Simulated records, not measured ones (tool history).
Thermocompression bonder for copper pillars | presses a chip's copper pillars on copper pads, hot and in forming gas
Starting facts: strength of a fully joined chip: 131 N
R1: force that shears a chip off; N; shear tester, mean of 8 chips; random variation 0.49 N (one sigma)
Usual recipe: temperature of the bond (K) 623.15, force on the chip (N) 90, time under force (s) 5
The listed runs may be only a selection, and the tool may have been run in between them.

{"run": 1, "hour": 0.0, "temperature of the bond (K)": 623.15, "force on the chip (N)": 90, "time under force (s)": 5, "R1": 62}
{"run": 2, "hour": 21.6, "temperature of the bond (K)": 623.15, "force on the chip (N)": 90, "time under force (s)": 5, "R1": 62.2}
{"run": 3, "hour": 44.8, "temperature of the bond (K)": 623.15, "force on the chip (N)": 90, "time under force (s)": 5, "R1": 62.1}
{"run": 4, "hour": 81.7, "temperature of the bond (K)": 645.15, "force on the chip (N)": 90, "time under force (s)": 5, "R1": 74}
{"run": 5, "hour": 108.2, "temperature of the bond (K)": 645.15, "force on the chip (N)": 90, "time under force (s)": 5, "R1": 73}
{"run": 6, "hour": 151.0, "temperature of the bond (K)": 609.15, "force on the chip (N)": 90, "time under force (s)": 5, "R1": 54.5}
{"run": 7, "hour": 170.9, "temperature of the bond (K)": 620.15, "force on the chip (N)": 90, "time under force (s)": 5, "R1": 59.4}
{"run": 8, "hour": 215.1, "temperature of the bond (K)": 620.15, "force on the chip (N)": 90, "time under force (s)": 5, "R1": 59.7}
{"hour": 243.1, "done": "forming gas filter changed"}
{"run": 9, "hour": 257.9, "temperature of the bond (K)": 620.15, "force on the chip (N)": 90, "time under force (s)": 5, "R1": 61.8}
{"run": 10, "hour": 287.3, "temperature of the bond (K)": 620.15, "force on the chip (N)": 90, "time under force (s)": 5, "R1": 61.8}
{"run": 11, "hour": 334.3, "temperature of the bond (K)": 620.15, "force on the chip (N)": 90, "time under force (s)": 5, "R1": 61.7}
{"run": 12, "hour": 379.8, "temperature of the bond (K)": 649.15, "force on the chip (N)": 90, "time under force (s)": 5, "R1": 75.7}
{"run": 13, "hour": 401.5, "temperature of the bond (K)": 649.15, "force on the chip (N)": 90, "time under force (s)": 5, "R1": 76.5}
{"run": 14, "hour": 428.1, "temperature of the bond (K)": 649.15, "force on the chip (N)": 90, "time under force (s)": 5, "R1": 75.9}
{"run": 15, "hour": 455.8, "temperature of the bond (K)": 598.15, "force on the chip (N)": 90, "time under force (s)": 5, "R1": 49.9}
{"run": 16, "hour": 492.8, "temperature of the bond (K)": 598.15, "force on the chip (N)": 90, "time under force (s)": 5, "R1": 49.8}
{"hour": 508.4, "done": "heater calibrated with a thermocouple chip"}
{"run": 17, "hour": 529.1, "temperature of the bond (K)": 598.15, "force on the chip (N)": 90, "time under force (s)": 5, "R1": 50.3}
{"hour": 554.3, "done": "forming gas filter changed"}
{"run": 18, "hour": 554.3, "temperature of the bond (K)": 598.15, "force on the chip (N)": 90, "time under force (s)": 5, "R1": 52.6}
{"run": 19, "hour": 574.5, "temperature of the bond (K)": 598.15, "force on the chip (N)": 90, "time under force (s)": 8, "R1": 62.6}
{"hour": 579.4, "done": "heater calibrated with a thermocouple chip, once more"}
{"run": 20, "hour": 598.9, "temperature of the bond (K)": 598.15, "force on the chip (N)": 90, "time under force (s)": 8, "R1": 56.3}
{"run": 21, "hour": 644.9, "temperature of the bond (K)": 640.15, "force on the chip (N)": 126, "time under force (s)": 10, "R1": 105.9}
{"run": 22, "hour": 690.2, "temperature of the bond (K)": 651.15, "force on the chip (N)": 95, "time under force (s)": 15, "R1": 104.4}
{"run": 23, "hour": 720.7, "temperature of the bond (K)": 651.15, "force on the chip (N)": 95, "time under force (s)": 15, "R1": 103.1}
{"run": 24, "hour": 742.9, "temperature of the bond (K)": 635.15, "force on the chip (N)": 112, "time under force (s)": 14, "R1": 102.6}
{"run": 25, "hour": 787.0, "temperature of the bond (K)": 635.15, "force on the chip (N)": 81, "time under force (s)": 13, "R1": 81.6}
{"run": 26, "hour": 810.9, "temperature of the bond (K)": 635.15, "force on the chip (N)": 81, "time under force (s)": 13, "R1": 81.2}
{"run": 27, "hour": 841.3, "temperature of the bond (K)": 630.15, "force on the chip (N)": 118, "time under force (s)": 8, "R1": 90.1}
{"hour": 866.1, "done": "forming gas filter changed"}
{"run": 28, "hour": 876.4, "temperature of the bond (K)": 643.15, "force on the chip (N)": 120, "time under force (s)": 6, "R1": 96.3}
{"run": 29, "hour": 898.8, "temperature of the bond (K)": 639.15, "force on the chip (N)": 80, "time under force (s)": 6, "R1": 68}
{"run": 30, "hour": 947.9, "temperature of the bond (K)": 639.15, "force on the chip (N)": 80, "time under force (s)": 4, "R1": 58.6}
{"run": 31, "hour": 995.8, "temperature of the bond (K)": 639.15, "force on the chip (N)": 80, "time under force (s)": 4, "R1": 58.1}
{"run": 32, "hour": 1042.7, "temperature of the bond (K)": 639.15, "force on the chip (N)": 80, "time under force (s)": 4, "R1": 58.4}
{"run": 33, "hour": 1086.9, "temperature of the bond (K)": 623.15, "force on the chip (N)": 112, "time under force (s)": 12, "R1": 93.2}
{"run": 34, "hour": 1119.1, "temperature of the bond (K)": 623.15, "force on the chip (N)": 88, "time under force (s)": 12, "R1": 79.8}
{"run": 35, "hour": 1158.4, "temperature of the bond (K)": 595.15, "force on the chip (N)": 90, "time under force (s)": 8, "R1": 55.9}
{"hour": 1175.7, "done": "forming gas filter changed"}
{"run": 36, "hour": 1196.4, "temperature of the bond (K)": 647.15, "force on the chip (N)": 56, "time under force (s)": 3, "R1": 40.1}
{"run": 37, "hour": 1220.7, "temperature of the bond (K)": 647.15, "force on the chip (N)": 56, "time under force (s)": 3, "R1": 39.8}
{"run": 38, "hour": 1248.0, "temperature of the bond (K)": 596.15, "force on the chip (N)": 104, "time under force (s)": 4, "R1": 52.9}

5 options for the next run, each taken on its own from the tool as it stands now. Forecast them:
{"run": "A", "hour": 1281.0, "temperature of the bond (K)": 604.15, "force on the chip (N)": 73, "time under force (s)": 8, "R1": "?"}
{"run": "B", "hour": 1281.0, "temperature of the bond (K)": 623.15, "force on the chip (N)": 86, "time under force (s)": 5, "R1": "?"}
{"run": "C", "hour": 1281.0, "temperature of the bond (K)": 602.15, "force on the chip (N)": 90, "time under force (s)": 12, "R1": "?"}
{"run": "D", "hour": 1281.0, "temperature of the bond (K)": 613.15, "force on the chip (N)": 104, "time under force (s)": 4, "R1": "?"}
{"run": "E", "hour": 1281.0, "temperature of the bond (K)": 623.15, "force on the chip (N)": 74, "time under force (s)": 5, "R1": "?"}

run=A R1=51.8
run=B R1=61.8
run=C R1=71.9
run=D R1=61.4
run=E R1=53.1
With the hidden condition removed and each run's random variation left untouched, the same runs would have given:
run=A R1=48.1
run=B R1=57.8
run=C R1=67.6
run=D R1=57.4
run=E R1=49.5
